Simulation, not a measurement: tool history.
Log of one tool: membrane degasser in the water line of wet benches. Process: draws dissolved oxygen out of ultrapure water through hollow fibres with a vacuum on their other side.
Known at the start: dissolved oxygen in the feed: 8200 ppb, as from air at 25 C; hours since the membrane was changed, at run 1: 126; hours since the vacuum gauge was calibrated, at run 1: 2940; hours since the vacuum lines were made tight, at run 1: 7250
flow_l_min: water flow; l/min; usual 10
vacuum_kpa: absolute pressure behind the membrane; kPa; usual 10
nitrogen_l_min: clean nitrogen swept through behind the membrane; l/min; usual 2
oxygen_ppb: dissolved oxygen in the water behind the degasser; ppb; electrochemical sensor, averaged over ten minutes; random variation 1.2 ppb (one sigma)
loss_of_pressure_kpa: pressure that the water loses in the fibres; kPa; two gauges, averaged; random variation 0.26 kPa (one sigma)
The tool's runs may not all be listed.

run   hour  flow_l_min  vacuum_kpa  nitrogen_l_min  hours since the membrane was changed  hours since the vacuum gauge was calibrated  hours since the vacuum lines were made tight  oxygen_ppb  loss_of_pressure_kpa
  1      0          10          10               2                                   126                                         2940                                          7250       122.3                 69.21
  2   24.8          10          10               2                                   151                                         2965                                          7275       123.9                 69.44
  3   65.8          10          10               2                                   192                                         3006                                          7316       123.7                  69.6
  4   88.5          10          10               2                                   214                                         3029                                          7338       123.3                 69.85
  5  119.1          10          10               2                                   245                                         3059                                          7369       121.7                 69.48
  6  149.4          10          10               2                                   275                                         3090                                          7399       122.7                 69.24
  7  169.3           8          10               2                                   295                                         3110                                          7419        93.9                 55.59
  8  210.3          10          10               2                                   336                                         3151                                          7460       122.9                 69.97
  9  250.1          10          10               2                                   376                                         3190                                          7500       121.6                 69.44

The next listed run, before its measurement:
 10  285.1           7        18.2               2                                   411                                         3225                                          7535           ?                     ?

oxygen_ppb: 153.9 ppb
loss_of_pressure_kpa: 48.84 kPa
Without the tool's hidden state the same run would have given oxygen_ppb 144.9 ppb, loss_of_pressure_kpa 48.73 kPa.
